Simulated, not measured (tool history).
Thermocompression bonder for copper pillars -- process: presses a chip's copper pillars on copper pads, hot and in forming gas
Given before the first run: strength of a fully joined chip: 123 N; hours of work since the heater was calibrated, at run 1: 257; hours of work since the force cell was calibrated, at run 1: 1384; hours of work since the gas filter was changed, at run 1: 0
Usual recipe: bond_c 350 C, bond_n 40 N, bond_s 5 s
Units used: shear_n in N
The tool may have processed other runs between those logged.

run	hour	bond_c	bond_n	bond_s	hours of work since the heater was calibrated	hours of work since the force cell was calibrated	hours of work since the gas filter was changed	shear_n
1	0	350	40	5	257	1384	0	44.4
2	42.4	350	40	5	287	1413	29	44.4
3	78.9	350	40	5	312	1438	55	44.6
4	100.9	350	40	5	327	1454	70	44.7
5	131.2	350	40	5	348	1475	91	44.8
6	174.4	350	40	5	378	1505	121	44.6
7	222.7	350	40	5	412	1538	155	44.3
8	265	350	40	5	441	1568	184	44.4
9	298.8	350	37	5	465	1591	208	41.5
10	332.9	350	37	5	488	1615	231	41.1
11	373.8	350	40	12	517	1643	260	60.9
# hour 378.2: heater calibrated with a thermocouple chip
12	424.4	350	40	12	32	1677	293	61.2
13	452.7	350	40	12	52	1697	313	61.6
14	489.5	350	40	12	77	1722	339	60.9
15	522.9	350	35	5	100	1745	362	39.2
16	565.1	350	35	5	130	1775	391	39.3
# hour 589.2: force cell calibrated
17	605.4	354	40	5	157	11	418	44.5
# hour 619.7: forming gas filter changed
# hour 649.8: heater calibrated with a thermocouple chip, once more
18	657.9	354	40	5	6	46	25	44.5
19	690.9	352	40	5	29	69	48	44.4
20	736.1	350	40	5	60	100	79	43.3
21	764.3	350	35	5	80	120	99	38.3
22	792.9	350	35	5	99	140	119	37.9
23	824.1	350	35	5	121	161	141	38.2
24	850	346	26	3	139	179	159	22
25	895	355	34	5	170	211	190	38.9
26	930.2	350	44	4	195	235	214	42.7
27	956.3	350	28	3	213	253	232	24.6
28	982.9	350	28	9	231	272	251	39.1
29	1027	338	41	6	262	302	281	42.6
30	1073	335	41	3	294	334	313	31
31	1113.2	335	41	3	322	362	341	31
32	1144.7	367	41	3	344	384	363	40.6
33	1181.4	334	50	5	369	409	389	45.7
34	1220.9	334	50	5	397	437	416	45.4
# hour 1240.9: forming gas filter changed
35	1249.2	334	50	5	416	456	6	47.3
36	1278	334	50	5	436	476	26	47.1
37	1327.4	334	50	5	470	511	60	47.3
38	1375.8	334	50	5	504	544	94	47.4
39	1417	361	40	12	532	573	122	65.9
40	1450.6	348	29	5	556	596	146	31.9

Expected results for the next run?
41	1476.6	348	29	5	574	614	164	?

shear_n: 32 N
Had the tool carried no hidden state, the very same run would have given shear_n 31.2 N.
